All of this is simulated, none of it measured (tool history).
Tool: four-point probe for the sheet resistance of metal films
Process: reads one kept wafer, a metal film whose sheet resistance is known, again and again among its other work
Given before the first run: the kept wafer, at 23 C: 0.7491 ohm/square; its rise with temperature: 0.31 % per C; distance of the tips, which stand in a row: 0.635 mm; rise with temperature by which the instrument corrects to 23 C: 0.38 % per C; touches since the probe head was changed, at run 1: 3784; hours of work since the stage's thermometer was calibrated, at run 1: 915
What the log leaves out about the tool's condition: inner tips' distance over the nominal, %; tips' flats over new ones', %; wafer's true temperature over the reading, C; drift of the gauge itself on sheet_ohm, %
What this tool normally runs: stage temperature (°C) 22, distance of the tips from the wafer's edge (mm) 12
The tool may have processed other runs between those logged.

run     day  stage temperature (°C)  distance of the tips from the wafer's edge (mm)  touches since the probe head was changed  hours of work since the stage's thermometer was calibrated  sheet resistance as the instrument gives it (ohm/square)
  1   0.000                      22                                               12                                      3784                                                         915                                                  0.752082
  2   0.700                      22                                               12                                      4056                                                         926                                                  0.752224
  3   1.138                      22                                               18                                      4226                                                         934                                                  0.751452
  4   1.867                      25                                               12                                      4509                                                         946                                                  0.750398
  5   2.717                      25                                               12                                      4839                                                         960                                                  0.750311
  6   3.475                      22                                               12                                      5134                                                         973                                                  0.752091
  7   4.092                      22                                               12                                      5374                                                         983                                                  0.752066
  8   4.892                      22                                               12                                      5684                                                         996                                                  0.751965
  9   5.796                      28                                               12                                      6034                                                        1011                                                  0.748749
 10   6.771                      22                                                9                                      6412                                                        1027                                                  0.752820
 11   7.196                      22                                               12                                      6578                                                        1034                                                  0.751943
 12   7.858                      22                                               12                                      6836                                                        1045                                                  0.752214
 13   8.571                      20                                                7                                      7112                                                        1057                                                  0.755695
 14   9.038                      20                                               69                                      7293                                                        1065                                                  0.752135
 15   9.662                      33                                               30                                      7536                                                        1075                                                  0.744604
 16  10.175                      31                                               18                                      7735                                                        1084                                                  0.746456
 17  10.888                      27                                                4                                      8011                                                        1096                                                  0.757808
 18  11.329                      27                                                4                                      8183                                                        1103                                                  0.757946
 19  12.050                      27                                                4                                      8463                                                        1115                                                  0.757890
 20  12.921                      27                                                4                                      8801                                                        1129                                                  0.757975
 21  13.625                      24                                               60                                      9074                                                        1141                                                  0.749619
 22  14.546                      24                                               60                                      9431                                                        1156                                                  0.749906
 23  15.517                      20                                               10                                      9809                                                        1172                                                  0.753868

Consider 4 possible next runs. They are alternatives, not a sequence: every one starts from the tool as it was left by run 23. What does each give?
  A  16.146                      24                                               10                                     10053                                                        1183                                                         ?
  B  16.146                      34                                               41                                     10053                                                        1183                                                         ?
  C  16.146                      31                                                7                                     10053                                                        1183                                                         ?
  D  16.146                      26                                                3                                     10053                                                        1183                                                         ?

run  sheet resistance as the instrument gives it (ohm/square)
  A                                                  0.751316
  B                                                  0.744297
  C                                                  0.748949
  D                                                  0.766125
Without the tool's hidden state the same runs would have given:
run  sheet resistance as the instrument gives it (ohm/square)
  A                                                  0.750150
  B                                                  0.743170
  C                                                  0.747807
  D                                                  0.764943
